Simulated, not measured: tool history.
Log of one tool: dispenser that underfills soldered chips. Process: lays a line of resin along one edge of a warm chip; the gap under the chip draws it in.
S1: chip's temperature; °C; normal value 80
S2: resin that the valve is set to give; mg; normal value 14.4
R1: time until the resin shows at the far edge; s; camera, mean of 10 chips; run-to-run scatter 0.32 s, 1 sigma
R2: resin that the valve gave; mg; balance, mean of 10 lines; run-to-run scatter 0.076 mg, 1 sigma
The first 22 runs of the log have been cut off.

At hour 181.5: new syringe of resin.
Run 23, hour 185.4: usual settings but S1 84 °C, S2 15.8 mg. Result: R1 11.2 s, R2 15.41 mg.
Run 24, hour 191.8: usual settings but S1 84 °C, S2 15.8 mg. Result: R1 15 s, R2 15.55 mg.
At hour 198.4: new syringe of resin.
Run 25, hour 198.8: usual settings but S1 77 °C, S2 12.7 mg. Result: R1 14.5 s, R2 12.31 mg.
Run 26, hour 207.8: usual settings but S1 83 °C, S2 16 mg. Result: R1 14.8 s, R2 15.53 mg.
At hour 215.6: new syringe of resin.
Run 27, hour 216.5: usual settings but S1 72 °C, S2 12.4 mg. Result: R1 19.2 s, R2 12.03 mg.
Run 28, hour 228.2: usual settings but S1 70 °C, S2 12.4 mg. Result: R1 32.4 s, R2 11.87 mg.
At hour 232.4: new syringe of resin.
Run 29, hour 235: usual settings but S1 65 °C, S2 17.2 mg. Result: R1 26.2 s, R2 16.67 mg.
Run 30, hour 245.1: usual settings but S1 65 °C, S2 17.2 mg. Result: R1 38 s, R2 16.54 mg.

Predict each of these 4 candidate next runs independently; none follows another, all start after run 30:
At hour 249.5: new syringe of resin.
Run A, hour 253.7: usual settings but S1 71 °C, S2 13.8 mg. Result: R1 ?, R2 ?.
At hour 249.5: new syringe of resin.
Run B, hour 253.7: usual settings but S1 95 °C, S2 12.4 mg. Result: R1 ?, R2 ?.
At hour 249.5: new syringe of resin.
Run C, hour 253.7: usual settings but S1 79 °C, S2 14.3 mg. Result: R1 ?, R2 ?.
At hour 249.5: new syringe of resin.
Run D, hour 253.7: usual settings but S1 78 °C, S2 17.2 mg. Result: R1 ?, R2 ?.

run    R1     R2
  A  21.6  13.16
  B   7.5  11.85
  C  14.3  13.64
  D    15  16.54
The same runs, with their run-to-run variation unchanged, on a tool lacking any hidden condition would have given:
run    R1     R2
  A  19.1  13.74
  B   6.5  12.37
  C  12.6  14.23
  D  13.3  17.26
